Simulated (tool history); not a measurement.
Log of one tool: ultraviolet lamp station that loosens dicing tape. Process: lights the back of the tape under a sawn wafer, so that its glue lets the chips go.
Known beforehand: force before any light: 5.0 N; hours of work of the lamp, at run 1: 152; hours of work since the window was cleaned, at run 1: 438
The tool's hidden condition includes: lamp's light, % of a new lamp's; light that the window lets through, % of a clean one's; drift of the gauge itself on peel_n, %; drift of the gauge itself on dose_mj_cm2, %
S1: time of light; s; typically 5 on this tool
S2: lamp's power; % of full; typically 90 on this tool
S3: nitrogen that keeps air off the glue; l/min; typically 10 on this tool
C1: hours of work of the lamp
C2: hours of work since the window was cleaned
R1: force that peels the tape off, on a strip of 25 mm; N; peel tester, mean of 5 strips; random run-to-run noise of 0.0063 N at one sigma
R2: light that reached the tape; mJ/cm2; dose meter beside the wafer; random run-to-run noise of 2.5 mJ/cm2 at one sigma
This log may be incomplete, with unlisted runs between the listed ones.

run	hour	S1	S2	S3	C1	C2	R1	R2
1	0	5	90	10	152	438	0.24	249
2	7.2	9	90	10	156	441	0.132	447
3	14.6	9	90	10	159	444	0.134	453
4	23.8	9	90	10	163	448	0.134	447
5	30.7	3	90	10	166	452	0.64	149
6	40.9	3	90	17	171	456	0.464	146
7	51.9	3	90	17	176	461	0.447	145
8	59.5	3	90	17	179	464	0.476	148
9	66	3	90	17	182	467	0.459	148
10	71.8	3	90	17	185	470	0.45	147
11	78.8	3	90	17	188	473	0.468	146
12	84.2	3	90	17	190	476	0.47	144
13	94.5	5	90	10	195	480	0.238	246
14	102.2	5	90	10	198	484	0.251	244
15	108.1	5	90	10	201	486	0.248	248
16	114.3	5	90	10	204	489	0.254	247
17	119.9	5	90	10	206	492	0.244	243
18	127.6	3	90	10	210	495	0.672	144
19	135.1	3	90	10	213	498	0.66	148
20	142.2	4	90	5	216	502	0.665	194
# hour 143.5: window cleaned of glue's vapour
21	150	4	90	5	219	3	0.758	178
22	156.5	4	90	5	222	6	0.751	179
23	161.6	9	89	4	225	8	0.209	401
24	169.9	5	94	3	228	12	0.737	238
25	180	2	64	8	233	16	2.135	61
26	190.5	2	95	4	238	21	1.963	95
# hour 197.8: window cleaned of glue's vapour, once more
27	201.9	9	78	9	242	2	0.131	412

Forecast run 28:
28	211.9	9	90	20	247	6	?	?

For run 28 the tool returned R1 0.134 N, R2 476 mJ/cm2.
On a tool with no hidden condition, and with the same random variation, this run would have come out at R1 0.134 N, R2 515 mJ/cm2.
